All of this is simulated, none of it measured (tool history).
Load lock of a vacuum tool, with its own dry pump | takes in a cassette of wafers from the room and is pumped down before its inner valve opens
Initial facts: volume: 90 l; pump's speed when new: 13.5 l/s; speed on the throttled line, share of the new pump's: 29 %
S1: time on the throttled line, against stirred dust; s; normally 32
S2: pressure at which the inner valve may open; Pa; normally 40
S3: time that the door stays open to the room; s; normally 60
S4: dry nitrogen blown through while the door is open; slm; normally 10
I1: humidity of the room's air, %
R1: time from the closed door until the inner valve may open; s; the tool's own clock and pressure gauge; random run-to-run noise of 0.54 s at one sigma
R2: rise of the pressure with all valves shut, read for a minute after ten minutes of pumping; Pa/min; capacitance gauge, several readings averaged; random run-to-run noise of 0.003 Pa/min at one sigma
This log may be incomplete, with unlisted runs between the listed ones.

run 1 day=0 | S1=32 S2=40 S3=60 S4=10 | I1=47.3 | R1=77.1 R2=0.551
run 2 day=9.454 | S1=32 S2=40 S3=60 S4=10 | I1=42.2 | R1=77.4 R2=0.581
run 3 day=21.388 | S1=32 S2=40 S3=60 S4=10 | I1=42.7 | R1=77.9 R2=0.628
run 4 day=37.5 | S1=32 S2=40 S3=60 S4=10 | I1=42.2 | R1=77.8 R2=0.661
-- day=40.275 door's seal changed, seat wiped
run 5 day=48.425 | S1=32 S2=40 S3=60 S4=10 | I1=46.4 | R1=78.2 R2=0.048
run 6 day=56.862 | S1=32 S2=40 S3=60 S4=10 | I1=43.1 | R1=78.3 R2=0.05
run 7 day=66.517 | S1=32 S2=40 S3=60 S4=10 | I1=45.4 | R1=78.3 R2=0.058
run 8 day=80.179 | S1=32 S2=40 S3=60 S4=22 | I1=46.9 | R1=78.4 R2=0.056
run 9 day=90.896 | S1=32 S2=40 S3=60 S4=22 | I1=45.2 | R1=78.9 R2=0.069
run 10 day=101.921 | S1=32 S2=40 S3=60 S4=22 | I1=44.7 | R1=78.9 R2=0.082
run 11 day=113.746 | S1=32 S2=40 S3=34 S4=22 | I1=43.1 | R1=79 R2=0.087
run 12 day=120.629 | S1=32 S2=40 S3=34 S4=22 | I1=46 | R1=78.9 R2=0.092
run 13 day=133.617 | S1=32 S2=40 S3=34 S4=22 | I1=44.4 | R1=79 R2=0.121
run 14 day=148.612 | S1=32 S2=40 S3=56 S4=10 | I1=41.5 | R1=79.3 R2=0.152
run 15 day=155.375 | S1=30 S2=46 S3=60 S4=10 | I1=44.8 | R1=76.8 R2=0.16
run 16 day=169.738 | S1=39 S2=40 S3=118 S4=10 | I1=46.3 | R1=84.5 R2=0.212
run 17 day=183.879 | S1=39 S2=40 S3=118 S4=10 | I1=46.4 | R1=84.3 R2=0.237
run 18 day=190.738 | S1=44 S2=71 S3=59 S4=10 | I1=46.4 | R1=84.9 R2=0.228
run 19 day=198.383 | S1=24 S2=61 S3=44 S4=16 | I1=43.7 | R1=70.8 R2=0.229
run 20 day=210.254 | S1=24 S2=32 S3=44 S4=5 | I1=40.6 | R1=75.5 R2=0.255
run 21 day=219.242 | S1=24 S2=32 S3=44 S4=5 | I1=43.9 | R1=76 R2=0.279
run 22 day=229.308 | S1=32 S2=59 S3=28 S4=12 | I1=43.5 | R1=78.4 R2=0.279
run 23 day=245.783 | S1=48 S2=71 S3=60 S4=15 | I1=42.6 | R1=86.6 R2=0.334
run 24 day=260.504 | S1=48 S2=71 S3=60 S4=15 | I1=45 | R1=86.2 R2=0.371
run 25 day=273.558 | S1=48 S2=71 S3=60 S4=15 | I1=46.9 | R1=87.3 R2=0.415
run 26 day=282.046 | S1=32 S2=41 S3=141 S4=42 | I1=43.5 | R1=81.4 R2=0.432
run 27 day=295.942 | S1=21 S2=40 S3=41 S4=10 | I1=45.8 | R1=73.6 R2=0.47

Measured less the same run without the tool's hidden state. The same run-to-run variation is in both; the gauge's scatter may not be:
Hidden conditions of the tool in this case: pump's speed, % of a new pump's; leak at the door's seal, Pa l/s; drift of the gauge itself on ready_s, %; drift of the gauge itself on rise_pa_min, %.
run=1 R1=+2.3 R2=+0.512
run=2 R1=+2.5 R2=+0.551
run=3 R1=+2.7 R2=+0.589
run=4 R1=+2.8 R2=+0.629
run=5 R1=+3 R2=+0.007
run=6 R1=+3 R2=+0.013
run=7 R1=+3.2 R2=+0.02
run=8 R1=+3.4 R2=+0.031
run=9 R1=+3.5 R2=+0.043
run=10 R1=+3.7 R2=+0.053
run=11 R1=+3.8 R2=+0.068
run=12 R1=+4 R2=+0.078
run=13 R1=+4.1 R2=+0.1
run=14 R1=+4.3 R2=+0.121
run=15 R1=+4.3 R2=+0.13
run=16 R1=+4.3 R2=+0.153
run=17 R1=+4.6 R2=+0.179
run=18 R1=+4.1 R2=+0.192
run=19 R1=+4.9 R2=+0.206
run=20 R1=+5.5 R2=+0.229
run=21 R1=+5.7 R2=+0.246
run=22 R1=+5.1 R2=+0.266
run=23 R1=+4.5 R2=+0.304
run=24 R1=+4.6 R2=+0.342
run=25 R1=+4.8 R2=+0.38
run=26 R1=+6.2 R2=+0.397
run=27 R1=+6.8 R2=+0.438
